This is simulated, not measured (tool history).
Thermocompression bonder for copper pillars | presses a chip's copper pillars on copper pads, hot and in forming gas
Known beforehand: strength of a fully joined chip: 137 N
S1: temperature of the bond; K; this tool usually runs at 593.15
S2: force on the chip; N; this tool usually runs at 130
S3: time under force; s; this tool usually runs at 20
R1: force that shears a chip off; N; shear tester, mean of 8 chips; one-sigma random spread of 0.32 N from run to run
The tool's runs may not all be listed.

run    hour      S1   S2  S3    R1
  1       0  593.15  130  20    51
  2    26.9  593.15  130  20  51.8
  3    52.3  593.15  130  20  50.8
  4    81.7  593.15  130  20  50.5
      110.9  -- forming gas filter changed
  5   117.5  593.15  130  20    56
  6   145.2  598.15  130  20  57.8
  7   164.8  598.15  130  20  57.9
      186.9  -- heater calibrated with a thermocouple chip
  8   191.3  598.15  130  20  55.3
  9   216.8  598.15  130  20    55
 10   238.1  585.15  130  20  48.3
 11     264  593.15  130  20    52
 12   295.3  593.15  130  59  74.9
 13   329.9  593.15  130  55  73.2
 14   349.5  593.15  130  55  72.3
 15   386.2  593.15   82  20    36
 16   419.7  604.15  130  20  53.9
 17   462.4  593.15  130  20  48.5
      493.7  -- forming gas filter changed
 18   494.6  593.15  130  20  53.6
 19   534.5  593.15  130  20  52.9
 20   560.5  593.15  130  18  51.5
 21   593.1  593.15   80  20  37.1
 22   630.9  608.15  140  13  52.4
 23   660.4  617.15  167  49  92.5
 24   696.1  581.15  130  21  46.3
 25   732.5  581.15  130  21  46.2
 26   774.2  615.15  109  27  58.8
 27   795.9  615.15  109  27  58.4
 28     828  593.15  144  50  71.4
 29   865.4  613.15  130  20  57.1
      876.2  -- forming gas filter changed
 30   890.4  613.15  101  51  73.9
 31   916.5  613.15  101  51  74.1
 32   948.7  611.15  152  17  63.4
 33   982.1  612.15  125  13  50.5
 34  1013.5  572.15  116  29  46.4
 35  1039.7  572.15  116  29  46.1
       1071  -- force cell calibrated
 36  1071.6  572.15   99  23  38.6
 37  1094.8  573.15  192  20  57.8
 38  1138.5  570.15   95  20  34.1
 39  1164.4  570.15   95  20  33.9
 40  1186.1  600.15  125  49  71.8

A few steps of R1 between consecutive runs. Split each: what settings, incoming material and random variation would produce without the hidden state, and what is left over for the hidden state, along with gauge scatter present in only one of the two compared results (measured, and without hidden state):
Unlogged tool condition in this case: true temperature of the bond over the reading, C; force that reaches the chip, % of what is set; oxide that the forming gas leaves, % of the face; drift of the gauge itself on shear_n, %.
Run 4 -> 5: forming gas filter changed. R1 +5.5 N: hidden state +5.7, all else -0.2.
Run 17 -> 18: forming gas filter changed. R1 +5.1 N: hidden state +5, all else +0.1.
Run 22 -> 23: S1 608.15 -> 617.15, S2 140 -> 167, S3 13 -> 49. R1 +40.1 N: hidden state -2.6, all else +42.7.
Run 23 -> 24: S1 617.15 -> 581.15, S2 167 -> 130, S3 49 -> 21. R1 -46.2 N: hidden state +2.1, all else -48.3.
Run 29 -> 30: S2 130 -> 101, S3 20 -> 51, forming gas filter changed. R1 +16.8 N: hidden state +5.9, all else +10.9.
Run 39 -> 40: S1 570.15 -> 600.15, S2 95 -> 125, S3 20 -> 49. R1 +37.9 N: hidden state -3.6, all else +41.5.
